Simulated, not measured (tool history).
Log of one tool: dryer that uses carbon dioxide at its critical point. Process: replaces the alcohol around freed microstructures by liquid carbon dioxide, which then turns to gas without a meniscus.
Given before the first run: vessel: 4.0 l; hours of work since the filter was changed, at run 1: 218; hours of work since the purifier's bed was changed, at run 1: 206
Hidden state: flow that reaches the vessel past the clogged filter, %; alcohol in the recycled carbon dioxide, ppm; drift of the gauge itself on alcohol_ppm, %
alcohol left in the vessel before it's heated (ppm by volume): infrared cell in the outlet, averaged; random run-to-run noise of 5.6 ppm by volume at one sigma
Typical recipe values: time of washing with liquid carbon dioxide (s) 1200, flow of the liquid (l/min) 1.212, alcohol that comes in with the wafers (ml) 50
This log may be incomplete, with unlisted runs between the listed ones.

run	hour	time of washing with liquid carbon dioxide (s)	flow of the liquid (l/min)	alcohol that comes in with the wafers (ml)	hours of work since the filter was changed	hours of work since the purifier's bed was changed	alcohol left in the vessel before it's heated (ppm by volume)
1	0	1200	1.212	50	218	206	292
2	18.5	1200	1.212	50	225	213	296
3	38.8	1200	1.63	50	232	221	99
4	49.8	1200	1.63	56	236	225	127
5	61.9	1200	1.63	56	241	229	119
6	80.3	1200	1.212	50	248	236	303
7	96.3	1080	1.212	50	253	242	452
8	110.3	1320	1.212	50	259	247	237
9	128.9	1320	1.212	50	265	254	237
10	145.6	1320	1.212	50	272	260	247
11	161.6	1320	1.212	50	277	266	245
12	172.8	1320	1.212	50	281	270	240
13	188.3	1320	1.212	50	287	276	248
14	206.9	1080	1.212	50	294	282	486
15	225.2	1080	1.212	50	301	289	487
16	240.4	1200	1.92	23	306	295	69
17	251.1	1200	0.79	77	310	299	1812
18	273.5	1320	1.212	48	318	307	257
19	286.2	1320	1.212	48	323	312	256
# hour 302.3: inlet filter changed
20	307.1	1320	1.212	48	2	319	166

Forecast run 21:
21	326.6	780	0.9	77	9	326	?

For run 21 the tool returned alcohol left in the vessel before it's heated (ppm by volume) 2512.
Had the tool carried no hidden state, the very same run would have given alcohol left in the vessel before it's heated (ppm by volume) 2432.
